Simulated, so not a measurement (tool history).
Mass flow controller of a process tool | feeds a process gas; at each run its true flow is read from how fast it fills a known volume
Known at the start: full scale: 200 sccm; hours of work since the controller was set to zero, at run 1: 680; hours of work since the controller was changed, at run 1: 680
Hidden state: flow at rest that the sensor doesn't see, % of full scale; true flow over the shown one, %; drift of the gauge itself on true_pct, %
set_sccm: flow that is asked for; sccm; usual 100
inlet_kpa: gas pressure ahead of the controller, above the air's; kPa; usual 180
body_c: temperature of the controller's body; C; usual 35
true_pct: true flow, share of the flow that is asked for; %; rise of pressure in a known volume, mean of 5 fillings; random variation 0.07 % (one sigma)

run     hour  set_sccm  inlet_kpa  body_c  hours of work since the controller was set to zero  hours of work since the controller was changed  true_pct
  1      0.0       100        180      35                                                 680                                             680     98.82
  2    187.4       100        180      35                                                 779                                             779     98.74
  3    500.0       100        180      35                                                 944                                             944     98.60
  4    651.8       100        180      35                                                1024                                            1024     98.65
  5    944.9       100        180      35                                                1178                                            1178     98.61
  6   1189.0       100        187      35                                                1307                                            1307     98.45
  7   1521.0       100        187      35                                                1482                                            1482     98.45
  8   1842.8       100        187      35                                                1652                                            1652     98.29
  9   2014.6       100        158      35                                                1742                                            1742     98.49
 10   2158.5       100        158      35                                                1818                                            1818     98.33
 11   2303.1       100        158      35                                                1894                                            1894     98.40
 12   2640.4       188        180      35                                                2072                                            2072     99.26
 13   2931.1       100        180      35                                                2225                                            2225     98.00
 14   3123.8       100        180      35                                                2327                                            2327     98.08
 15   3359.0       100        253      35                                                2451                                            2451     97.49
 16   3659.3       100        253      35                                                2609                                            2609     97.36
 17   3916.6       100        253      35                                                2745                                            2745     97.27
      3937.1  -- controller's zero set anew
 18   4236.4       100        253      35                                                 158                                            2913     97.05
 19   4572.1       100        253      35                                                 335                                            3090     96.98
 20   4758.2       100        253      25                                                 433                                            3188     96.64
 21   4906.1       100        253      25                                                 511                                            3266     96.53
 22   5198.7       100        253      25                                                 665                                            3420     96.63
 23   5511.9       100        180      35                                                 830                                            3585     97.19
 24   5739.4       100        180      35                                                 950                                            3705     97.20
      5835.0  -- controller's zero set anew, once more
 25   6019.1       100        180      35                                                  97                                            3852     97.74
 26   6335.9        82        180      35                                                 264                                            4019     97.42
 27   6567.6        29        248      30                                                 386                                            4141     95.86
 28   6881.8        97        167      25                                                 552                                            4307     97.21
 29   7178.8        97        167      25                                                 708                                            4463     97.08
 30   7509.7        97        167      25                                                 883                                            4638     97.01
 31   7713.5       159        179      25                                                 990                                            4745     97.78
 32   7864.7        36        179      29                                                1070                                            4825     95.91
 33   8143.9       111        168      35                                                1217                                            4972     97.46
 34   8475.2        43        210      21                                                1392                                            5147     95.37
 35   8806.0        94        143      34                                                1566                                            5321     97.14
 36   8950.3       111        143      20                                                1642                                            5397     96.84
 37   9183.1        32        186      35                                                1765                                            5520     95.40
 38   9334.7       100        189      35                                                1844                                            5600     96.80
 39   9657.1       100        189      35                                                2014                                            5770     96.75
 40   9986.9        20        197      33                                                2188                                            5943     94.42
 41  10266.2        20        197      33                                                2335                                            6091     94.22
 42  10546.8       194        200      23                                                2483                                            6238     97.35
 43  10799.4       194        200      23                                                2616                                            6372     97.40
 44  11021.6       194        200      23                                                2734                                            6489     97.36
 45  11265.8        32        262      33                                                2862                                            6617     94.12
 46  11456.6       199        180      26                                                2963                                            6718     97.60
 47  11646.6       199        194      26                                                3063                                            6818     97.52
 48  11921.0       111        229      27                                                3208                                            6963     95.91
 49  12253.1       111        229      27                                                3383                                            7138     95.81

Forecast each of these 3 alternatives for the next run:
  A  12518.2       100        180      21                                                3522                                            7277         ?
  B  12518.2       100        260      35                                                3522                                            7277         ?
  C  12518.2       104        205      22                                                3522                                            7277         ?

run  true_pct
  A     95.76
  B     95.65
  C     95.44
Without the tool's hidden state the same runs would have given:
run  true_pct
  A     98.81
  B     98.69
  C     98.46
